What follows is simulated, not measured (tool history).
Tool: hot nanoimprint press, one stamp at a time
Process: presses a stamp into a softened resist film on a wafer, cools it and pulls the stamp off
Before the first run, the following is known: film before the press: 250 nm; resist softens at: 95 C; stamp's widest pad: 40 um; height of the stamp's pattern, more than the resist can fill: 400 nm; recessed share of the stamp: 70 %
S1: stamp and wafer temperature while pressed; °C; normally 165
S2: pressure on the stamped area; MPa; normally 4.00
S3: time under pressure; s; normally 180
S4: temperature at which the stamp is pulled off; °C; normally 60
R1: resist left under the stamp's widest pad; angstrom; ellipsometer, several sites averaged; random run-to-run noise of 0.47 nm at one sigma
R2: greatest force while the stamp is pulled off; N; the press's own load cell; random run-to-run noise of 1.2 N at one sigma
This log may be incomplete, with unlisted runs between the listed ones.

Run 1, hour 0.0: usual settings. Result: R1 948 angstrom, R2 149 N.
At hour 9.1: stamp cleaned and given a new release coat.
Run 2, hour 22.0: usual settings. Result: R1 951 angstrom, R2 126 N.
Run 3, hour 36.2: usual settings. Result: R1 946 angstrom, R2 127 N.
Run 4, hour 45.1: usual settings. Result: R1 946 angstrom, R2 130 N.
Run 5, hour 64.7: usual settings but S2 3.70 MPa. Result: R1 984 angstrom, R2 130 N.
Run 6, hour 74.1: usual settings but S1 171 °C. Result: R1 664 angstrom, R2 131 N.
Run 7, hour 90.6: usual settings but S2 3.97 MPa. Result: R1 947 angstrom, R2 136 N.
Run 8, hour 105.1: usual settings but S2 3.97 MPa. Result: R1 939 angstrom, R2 136 N.
Run 9, hour 122.8: usual settings but S3 262 s. Result: R1 795 angstrom, R2 139 N.
Run 10, hour 140.7: usual settings but S3 262 s. Result: R1 803 angstrom, R2 143 N.
Run 11, hour 150.0: usual settings but S3 262 s. Result: R1 795 angstrom, R2 143 N.
Run 12, hour 159.9: usual settings but S3 262 s, S4 47 °C. Result: R1 789 angstrom, R2 172 N.
Run 13, hour 171.2: usual settings. Result: R1 928 angstrom, R2 148 N.
At hour 182.4: stamp cleaned and given a new release coat.
Run 14, hour 195.0: usual settings. Result: R1 924 angstrom, R2 125 N.
Run 15, hour 207.4: usual settings but S1 171 °C. Result: R1 658 angstrom, R2 127 N.
Run 16, hour 222.2: usual settings but S1 171 °C. Result: R1 658 angstrom, R2 127 N.
Run 17, hour 233.7: usual settings but S1 171 °C, S2 4.46 MPa, S3 173 s. Result: R1 632 angstrom, R2 130 N.
Run 18, hour 251.4: usual settings but S1 173 °C, S2 2.83 MPa, S3 102 s, S4 52 °C. Result: R1 876 angstrom, R2 148 N.

Estimate the outcome of run 19 from the log above:
Run 19, hour 262.6: usual settings but S1 174 °C, S2 5.43 MPa, S3 110 s, S4 45 °C. Result: R1 ?, R2 ?.

{"run 19": {"R1": 596, "R2": 163}}
The same run, on a tool lacking any hidden state, would have yielded R1 619 angstrom, R2 150 N.

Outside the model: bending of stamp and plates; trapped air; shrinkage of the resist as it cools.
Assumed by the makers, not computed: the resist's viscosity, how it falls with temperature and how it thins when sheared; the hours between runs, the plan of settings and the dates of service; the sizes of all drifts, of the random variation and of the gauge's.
